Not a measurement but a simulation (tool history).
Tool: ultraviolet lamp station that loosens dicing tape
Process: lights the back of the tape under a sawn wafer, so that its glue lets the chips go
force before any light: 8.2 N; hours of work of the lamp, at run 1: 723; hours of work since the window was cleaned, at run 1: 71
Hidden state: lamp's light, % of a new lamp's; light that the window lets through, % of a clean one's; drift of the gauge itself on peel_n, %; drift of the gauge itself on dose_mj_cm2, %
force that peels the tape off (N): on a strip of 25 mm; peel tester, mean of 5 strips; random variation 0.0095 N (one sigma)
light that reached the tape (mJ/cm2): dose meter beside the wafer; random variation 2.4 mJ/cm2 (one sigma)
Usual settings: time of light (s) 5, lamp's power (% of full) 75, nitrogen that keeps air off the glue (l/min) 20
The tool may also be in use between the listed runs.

| run | hour | time of light (s) | lamp's power (% of full) | nitrogen that keeps air off the glue (l/min) | hours of work of the lamp | hours of work since the window was cleaned | force that peels the tape off (N) | light that reached the tape (mJ/cm2) |
|---|---|---|---|---|---|---|---|---|
| 1 | 0.0 | 5 | 75 | 20 | 723 | 71 | 0.632 | 230 |
| 2 | 41.5 | 5 | 75 | 20 | 745 | 93 | 0.657 | 226 |
| 3 | 105.9 | 5 | 79 | 20 | 778 | 126 | 0.600 | 237 |
| 4 | 145.8 | 5 | 79 | 20 | 799 | 147 | 0.619 | 230 |
| 5 | 178.2 | 5 | 79 | 20 | 816 | 164 | 0.642 | 228 |
| 6 | 238.1 | 5 | 79 | 20 | 847 | 195 | 0.674 | 219 |
| 7 | 301.1 | 5 | 79 | 20 | 880 | 228 | 0.747 | 219 |
| 8 | 343.3 | 5 | 75 | 20 | 902 | 250 | 0.867 | 201 |
|  | 370.6 | window cleaned of glue's vapour |
| 9 | 413.5 | 5 | 75 | 20 | 938 | 22 | 0.675 | 227 |
| 10 | 469.7 | 5 | 75 | 20 | 967 | 52 | 0.701 | 224 |
| 11 | 502.3 | 10 | 75 | 20 | 984 | 69 | 0.133 | 437 |
| 12 | 570.8 | 5 | 75 | 20 | 1020 | 104 | 0.763 | 211 |
| 13 | 612.2 | 8 | 75 | 20 | 1042 | 126 | 0.236 | 335 |
| 14 | 664.2 | 4 | 75 | 20 | 1069 | 153 | 1.235 | 162 |
| 15 | 710.7 | 4 | 75 | 20 | 1093 | 177 | 1.316 | 164 |
| 16 | 764.4 | 2 | 78 | 6 | 1121 | 205 | 3.877 | 85 |
| 17 | 839.6 | 10 | 75 | 6 | 1160 | 244 | 0.329 | 385 |
|  | 876.7 | window cleaned of glue's vapour |
| 18 | 910.3 | 3 | 75 | 20 | 1197 | 17 | 1.818 | 129 |
| 19 | 969.8 | 3 | 83 | 20 | 1228 | 48 | 1.673 | 141 |
| 20 | 1033.8 | 3 | 96 | 9 | 1261 | 82 | 1.801 | 159 |
| 21 | 1075.8 | 3 | 96 | 14 | 1283 | 104 | 1.592 | 156 |
| 22 | 1122.5 | 3 | 96 | 14 | 1307 | 128 | 1.677 | 152 |
| 23 | 1192.9 | 3 | 96 | 14 | 1344 | 165 | 1.696 | 150 |
| 24 | 1254.0 | 2 | 75 | 19 | 1376 | 196 | 3.355 | 79 |
| 25 | 1316.8 | 3 | 83 | 12 | 1408 | 229 | 2.334 | 122 |
|  | 1381.6 | window cleaned of glue's vapour |
| 26 | 1385.5 | 6 | 97 | 7 | 1444 | 2 | 0.489 | 323 |
| 27 | 1440.8 | 6 | 62 | 13 | 1473 | 31 | 1.089 | 203 |
| 28 | 1500.2 | 2 | 97 | 18 | 1504 | 62 | 2.632 | 102 |
| 29 | 1556.2 | 2 | 97 | 18 | 1533 | 91 | 2.696 | 104 |

5 ways to go on from here, each from the tool as it stands after run 29. What would each give?
| A | 1615.0 | 2 | 97 | 27 | 1564 | 122 | ? | ? |
| B | 1615.0 | 2 | 68 | 37 | 1564 | 122 | ? | ? |
| C | 1615.0 | 5 | 75 | 10 | 1564 | 122 | ? | ? |
| D | 1615.0 | 6 | 97 | 18 | 1564 | 122 | ? | ? |
| E | 1615.0 | 2 | 79 | 11 | 1564 | 122 | ? | ? |

| run | force that peels the tape off (N) | light that reached the tape (mJ/cm2) |
|---|---|---|
| A | 2.528 | 98 |
| B | 3.478 | 71 |
| C | 1.317 | 187 |
| D | 0.343 | 292 |
| E | 3.609 | 82 |
Without the tool's hidden state the same runs would have given:
| run | force that peels the tape off (N) | light that reached the tape (mJ/cm2) |
|---|---|---|
| A | 1.475 | 144 |
| B | 2.331 | 103 |
| C | 0.583 | 276 |
| D | 0.128 | 429 |
| E | 2.468 | 119 |

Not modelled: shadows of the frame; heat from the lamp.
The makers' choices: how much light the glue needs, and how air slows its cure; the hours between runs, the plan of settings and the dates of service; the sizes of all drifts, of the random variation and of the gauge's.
